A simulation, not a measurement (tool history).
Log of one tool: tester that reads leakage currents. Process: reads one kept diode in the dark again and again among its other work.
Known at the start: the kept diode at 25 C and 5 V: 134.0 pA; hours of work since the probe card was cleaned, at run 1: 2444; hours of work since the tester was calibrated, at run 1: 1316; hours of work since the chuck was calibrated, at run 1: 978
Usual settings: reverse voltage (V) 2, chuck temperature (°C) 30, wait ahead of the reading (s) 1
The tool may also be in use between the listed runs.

| run | day | reverse voltage (V) | chuck temperature (°C) | wait ahead of the reading (s) | hours of work since the probe card was cleaned | hours of work since the tester was calibrated | hours of work since the chuck was calibrated | current that the tester gives (pA) |
|---|---|---|---|---|---|---|---|---|
| 1 | 0 | 2 | 30 | 1 | 2444 | 1316 | 978 | 146.67 |
| 2 | 6.35 | 2 | 30 | 1 | 2540 | 1412 | 1074 | 147.34 |
| 3 | 13.417 | 2 | 30 | 1 | 2647 | 1519 | 1181 | 148.95 |
| 4 | 19.429 | 2 | 30 | 1 | 2738 | 1610 | 1272 | 149.79 |
| 5 | 23.262 | 2 | 30 | 1 | 2796 | 1668 | 1330 | 150.08 |
| 6 | 30.7 | 2 | 30 | 1 | 2908 | 1781 | 1443 | 151.88 |
| 7 | 35.412 | 2 | 30 | 1 | 2980 | 1852 | 1514 | 152.53 |
| 8 | 39.642 | 2 | 30 | 1 | 3044 | 1916 | 1578 | 154.29 |
| 9 | 44.458 | 2 | 30 | 1 | 3117 | 1989 | 1651 | 155.49 |
|  | 45.121 | probe card cleaned and baked |
| 10 | 50.217 | 2 | 30 | 1 | 77 | 2074 | 1736 | 152.02 |
| 11 | 55.171 | 2 | 30 | 1 | 152 | 2149 | 1811 | 151.87 |
| 12 | 60.146 | 7.91 | 30 | 1 | 227 | 2225 | 1886 | 312.29 |
| 13 | 65.25 | 7.91 | 30 | 1 | 305 | 2302 | 1964 | 313.2 |
| 14 | 70.983 | 7.91 | 30 | 1 | 392 | 2389 | 2051 | 316.43 |
| 15 | 77.45 | 2 | 30 | 1 | 489 | 2487 | 2148 | 157 |
| 16 | 80.983 | 2 | 30 | 1 | 543 | 2540 | 2202 | 157.03 |
|  | 84.867 | chuck's temperature calibrated |
| 17 | 86.15 | 2 | 30 | 1 | 620 | 2617 | 19 | 133.23 |
| 18 | 91.879 | 2 | 30 | 1 | 707 | 2704 | 106 | 134.61 |
| 19 | 97.733 | 2 | 30 | 1 | 795 | 2792 | 195 | 135.53 |
| 20 | 105.638 | 2 | 30 | 1 | 915 | 2912 | 314 | 136.97 |
| 21 | 112.583 | 2.55 | 43 | 7.54 | 1020 | 3017 | 420 | 473.91 |
| 22 | 118.367 | 2.55 | 43 | 7.54 | 1108 | 3105 | 507 | 475.2 |
| 23 | 125.588 | 7.85 | 33 | 0.87 | 1217 | 3214 | 616 | 372.25 |
| 24 | 130.338 | 7.85 | 33 | 0.87 | 1289 | 3286 | 688 | 373.47 |
| 25 | 135.258 | 7.85 | 33 | 0.87 | 1363 | 3361 | 763 | 377.12 |
| 26 | 138.721 | 1.97 | 28 | 1.37 | 1416 | 3413 | 815 | 118.31 |
| 27 | 143.383 | 1.97 | 28 | 1.37 | 1486 | 3484 | 886 | 119.78 |
| 28 | 150.296 | 1.97 | 28 | 3.91 | 1591 | 3588 | 991 | 120.16 |
| 29 | 154.958 | 11.06 | 30 | 1 | 1662 | 3659 | 1061 | 359.08 |
| 30 | 160.333 | 11.06 | 30 | 1 | 1743 | 3740 | 1143 | 362.76 |
| 31 | 168.075 | 2 | 30 | 5.43 | 1860 | 3857 | 1260 | 147.3 |
| 32 | 174.342 | 5.29 | 51 | 1.35 | 1955 | 3952 | 1355 | 1392.2 |
| 33 | 180.338 | 2 | 29 | 1 | 2046 | 4043 | 1445 | 138.26 |
| 34 | 185.825 | 2 | 49 | 1 | 2129 | 4126 | 1529 | 730.77 |
| 35 | 191.229 | 2 | 49 | 1 | 2211 | 4208 | 1610 | 734.18 |
|  | 191.75 | tester calibrated |
| 36 | 195.538 | 2 | 28 | 0.56 | 2275 | 57 | 1674 | 130.45 |
| 37 | 199.858 | 1.92 | 35 | 5.2 | 2340 | 123 | 1740 | 234.02 |
| 38 | 207.446 | 2.7 | 34 | 1 | 2455 | 238 | 1855 | 259.06 |
| 39 | 213.867 | 16.45 | 38 | 2.28 | 2552 | 335 | 1952 | 937.1 |

The same runs without the tool's hidden state, with the same run-to-run variation:
The hidden state here: stray current of the dirty probe card, pA a volt; current scale over the true one, %; true chuck temperature over the reading, C; drift of the gauge itself on leakage_pa, %.
| run | current that the tester gives (pA) |
|---|---|
| 1 | 133.22 |
| 2 | 132.79 |
| 3 | 133.02 |
| 4 | 132.75 |
| 5 | 132.44 |
| 6 | 132.79 |
| 7 | 132.54 |
| 8 | 133.34 |
| 9 | 133.56 |
| 10 | 133.68 |
| 11 | 132.57 |
| 12 | 270.52 |
| 13 | 269.42 |
| 14 | 269.97 |
| 15 | 133.19 |
| 16 | 132.65 |
| 17 | 132.7 |
| 18 | 132.99 |
| 19 | 132.86 |
| 20 | 132.83 |
| 21 | 459.91 |
| 22 | 458.22 |
| 23 | 350.55 |
| 24 | 349.43 |
| 25 | 350.69 |
| 26 | 109.76 |
| 27 | 110.39 |
| 28 | 109.67 |
| 29 | 320.34 |
| 30 | 321.14 |
| 31 | 131.8 |
| 32 | 1269.71 |
| 33 | 121.62 |
| 34 | 658.63 |
| 35 | 658.12 |
| 36 | 111.69 |
| 37 | 202.66 |
| 38 | 221.33 |
| 39 | 786.49 |

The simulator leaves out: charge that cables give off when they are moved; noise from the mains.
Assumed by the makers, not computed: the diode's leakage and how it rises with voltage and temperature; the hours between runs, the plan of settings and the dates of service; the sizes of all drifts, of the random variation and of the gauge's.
